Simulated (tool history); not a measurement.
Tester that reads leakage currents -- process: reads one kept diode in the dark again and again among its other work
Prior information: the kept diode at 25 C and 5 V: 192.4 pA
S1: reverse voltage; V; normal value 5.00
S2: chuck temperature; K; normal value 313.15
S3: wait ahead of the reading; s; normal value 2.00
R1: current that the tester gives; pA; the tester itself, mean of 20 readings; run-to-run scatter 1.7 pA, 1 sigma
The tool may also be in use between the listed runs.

Run 1, hour 0.0: usual settings. Result: R1 591.92 pA.
Run 2, hour 200.6: usual settings but S3 3.52 s. Result: R1 594.94 pA.
Run 3, hour 303.0: usual settings but S3 3.52 s. Result: R1 599.24 pA.
Run 4, hour 501.1: usual settings. Result: R1 604.87 pA.
At hour 537.8: probe card cleaned and baked.
Run 5, hour 622.8: usual settings. Result: R1 595.21 pA.
Run 6, hour 768.7: usual settings. Result: R1 601.50 pA.
Run 7, hour 949.2: usual settings. Result: R1 602.37 pA.
Run 8, hour 1137.2: usual settings but S2 318.15 K. Result: R1 857.24 pA.
Run 9, hour 1330.1: usual settings but S2 318.15 K. Result: R1 856.03 pA.
Run 10, hour 1477.0: usual settings but S1 7.12 V, S2 317.15 K, S3 0.53 s. Result: R1 938.06 pA.
Run 11, hour 1689.5: usual settings but S1 6.14 V, S2 320.15 K. Result: R1 1086.29 pA.
Run 12, hour 1787.5: usual settings but S1 1.16 V, S2 317.15 K. Result: R1 440.67 pA.
Run 13, hour 1988.0: usual settings but S1 9.61 V, S2 312.15 K. Result: R1 772.99 pA.
Run 14, hour 2197.0: usual settings but S1 9.61 V, S2 312.15 K. Result: R1 782.20 pA.
Run 15, hour 2357.4: usual settings but S1 9.61 V, S2 312.15 K. Result: R1 789.21 pA.
Run 16, hour 2529.3: usual settings but S1 3.60 V, S2 312.15 K, S3 1.51 s. Result: R1 520.69 pA.
Run 17, hour 2614.5: usual settings but S1 8.37 V, S3 6.08 s. Result: R1 805.94 pA.

Consider 3 possible next runs. They are alternatives, not a sequence: every one starts from the tool as it was left by run 17. What does each give?
At hour 2634.3: chuck's temperature calibrated.
Run A, hour 2752.3: usual settings but S3 3.68 s. Result: R1 ?.
At hour 2634.3: chuck's temperature calibrated.
Run B, hour 2752.3: usual settings but S1 3.54 V, S2 307.15 K, S3 5.23 s. Result: R1 ?.
At hour 2634.3: chuck's temperature calibrated.
Run C, hour 2752.3: usual settings but S1 11.77 V, S2 303.15 K, S3 2.15 s. Result: R1 ?.

run      R1
  A  583.59
  B  333.06
  C  420.60
Without the tool's unlogged condition, the same runs would have read:
run      R1
  A  576.14
  B  327.86
  C  406.05

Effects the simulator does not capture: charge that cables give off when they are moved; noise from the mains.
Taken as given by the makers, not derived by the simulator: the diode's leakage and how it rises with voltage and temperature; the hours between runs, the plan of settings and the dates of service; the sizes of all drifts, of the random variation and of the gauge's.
